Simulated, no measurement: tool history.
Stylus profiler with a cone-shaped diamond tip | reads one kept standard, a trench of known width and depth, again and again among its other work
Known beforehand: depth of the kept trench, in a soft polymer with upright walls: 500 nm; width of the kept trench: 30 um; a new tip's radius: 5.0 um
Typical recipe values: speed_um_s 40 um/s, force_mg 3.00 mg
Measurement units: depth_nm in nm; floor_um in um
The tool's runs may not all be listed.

{"run": 1, "day": 0.0, "speed_um_s": 40, "force_mg": 3.0, "depth_nm": 507.0, "floor_um": 25.43}
{"run": 2, "day": 0.95, "speed_um_s": 40, "force_mg": 3.0, "depth_nm": 506.87, "floor_um": 25.52}
{"run": 3, "day": 2.279, "speed_um_s": 40, "force_mg": 3.0, "depth_nm": 507.08, "floor_um": 25.51}
{"run": 4, "day": 3.508, "speed_um_s": 26, "force_mg": 3.0, "depth_nm": 506.86, "floor_um": 25.48}
{"run": 5, "day": 4.921, "speed_um_s": 40, "force_mg": 3.0, "depth_nm": 507.09, "floor_um": 25.44}
{"run": 6, "day": 5.717, "speed_um_s": 40, "force_mg": 4.42, "depth_nm": 509.0, "floor_um": 25.47}
{"run": 7, "day": 6.608, "speed_um_s": 40, "force_mg": 4.42, "depth_nm": 509.14, "floor_um": 25.45}
{"run": 8, "day": 7.204, "speed_um_s": 40, "force_mg": 7.73, "depth_nm": 512.59, "floor_um": 25.56}
{"run": 9, "day": 7.921, "speed_um_s": 40, "force_mg": 7.73, "depth_nm": 513.03, "floor_um": 25.47}
{"run": 10, "day": 8.642, "speed_um_s": 40, "force_mg": 6.48, "depth_nm": 511.42, "floor_um": 25.47}
{"run": 11, "day": 9.567, "speed_um_s": 40, "force_mg": 6.48, "depth_nm": 511.64, "floor_um": 25.47}
{"run": 12, "day": 10.975, "speed_um_s": 40, "force_mg": 3.0, "depth_nm": 507.25, "floor_um": 25.45}
{"run": 13, "day": 11.975, "speed_um_s": 40, "force_mg": 3.0, "depth_nm": 507.2, "floor_um": 25.41}
{"day": 12.125, "done": "height scale calibrated on a step standard"}
{"run": 14, "day": 13.146, "speed_um_s": 40, "force_mg": 3.0, "depth_nm": 507.56, "floor_um": 25.39}
{"run": 15, "day": 14.562, "speed_um_s": 40, "force_mg": 3.0, "depth_nm": 507.39, "floor_um": 25.36}
{"run": 16, "day": 15.217, "speed_um_s": 43, "force_mg": 6.61, "depth_nm": 512.17, "floor_um": 25.38}
{"day": 15.779, "done": "height scale calibrated on a step standard, once more"}
{"run": 17, "day": 16.038, "speed_um_s": 43, "force_mg": 6.61, "depth_nm": 510.88, "floor_um": 25.38}

Predict the results of run 18:
{"run": 18, "day": 16.854, "speed_um_s": 43, "force_mg": 6.61, "depth_nm": "?", "floor_um": "?"}

depth_nm: 510.96 nm
floor_um: 25.43 um
The same run, on a tool lacking any hidden state, would have yielded depth_nm 511.12 nm, floor_um 25.60 um.
